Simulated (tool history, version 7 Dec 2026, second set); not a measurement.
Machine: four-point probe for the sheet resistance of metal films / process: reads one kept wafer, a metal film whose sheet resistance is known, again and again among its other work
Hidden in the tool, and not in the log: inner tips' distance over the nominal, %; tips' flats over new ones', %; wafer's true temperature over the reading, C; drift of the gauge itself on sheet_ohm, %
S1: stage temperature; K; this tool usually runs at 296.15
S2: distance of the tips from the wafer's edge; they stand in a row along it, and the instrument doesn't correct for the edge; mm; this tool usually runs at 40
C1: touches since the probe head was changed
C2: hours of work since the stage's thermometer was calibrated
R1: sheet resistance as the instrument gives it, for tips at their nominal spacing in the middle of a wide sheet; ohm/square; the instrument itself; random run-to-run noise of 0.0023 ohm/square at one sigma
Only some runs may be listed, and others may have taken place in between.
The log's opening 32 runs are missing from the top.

| run | hour | S1 | S2 | C1 | C2 | R1 |
|---|---|---|---|---|---|---|
| 33 | 814.9 | 296.15 | 61 | 34065 | 99 | 11.311285 |
| 34 | 834.6 | 303.15 | 21 | 34841 | 111 | 11.303729 |
| 35 | 869.3 | 292.15 | 7 | 36207 | 132 | 11.523851 |
| 36 | 885.8 | 295.15 | 7 | 36856 | 142 | 11.510885 |
| 37 | 923.7 | 293.15 | 29 | 38349 | 165 | 11.338866 |
| 38 | 952.3 | 293.15 | 4 | 39474 | 183 | 11.907027 |
| 39 | 985.5 | 293.15 | 4 | 40782 | 203 | 11.911486 |
| 40 | 1003.3 | 306.15 | 19 | 41481 | 214 | 11.294463 |
| 41 | 1027.3 | 307.15 | 5 | 42425 | 229 | 11.643789 |
| 42 | 1058.3 | 291.15 | 4 | 43646 | 248 | 11.922296 |
| 43 | 1074.7 | 292.15 | 28 | 44291 | 258 | 11.350138 |
| 44 | 1107.8 | 292.15 | 28 | 45594 | 278 | 11.350262 |
| 45 | 1123.9 | 299.15 | 6 | 46229 | 288 | 11.568327 |

Branching from run 45: 4 alternative next runs. What would each branch give?
| A | 1149.4 | 306.15 | 9 | 47232 | 303 | ? |
| B | 1149.4 | 306.15 | 6 | 47232 | 303 | ? |
| C | 1149.4 | 301.15 | 14 | 47232 | 303 | ? |
| D | 1149.4 | 300.15 | 13 | 47232 | 303 | ? |

| run | R1 |
|---|---|
| A | 11.387236 |
| B | 11.536106 |
| C | 11.345737 |
| D | 11.355454 |
Without the tool's unlogged condition, the same runs would have read:
| run | R1 |
|---|---|
| A | 11.349771 |
| B | 11.498196 |
| C | 11.308452 |
| D | 11.318152 |

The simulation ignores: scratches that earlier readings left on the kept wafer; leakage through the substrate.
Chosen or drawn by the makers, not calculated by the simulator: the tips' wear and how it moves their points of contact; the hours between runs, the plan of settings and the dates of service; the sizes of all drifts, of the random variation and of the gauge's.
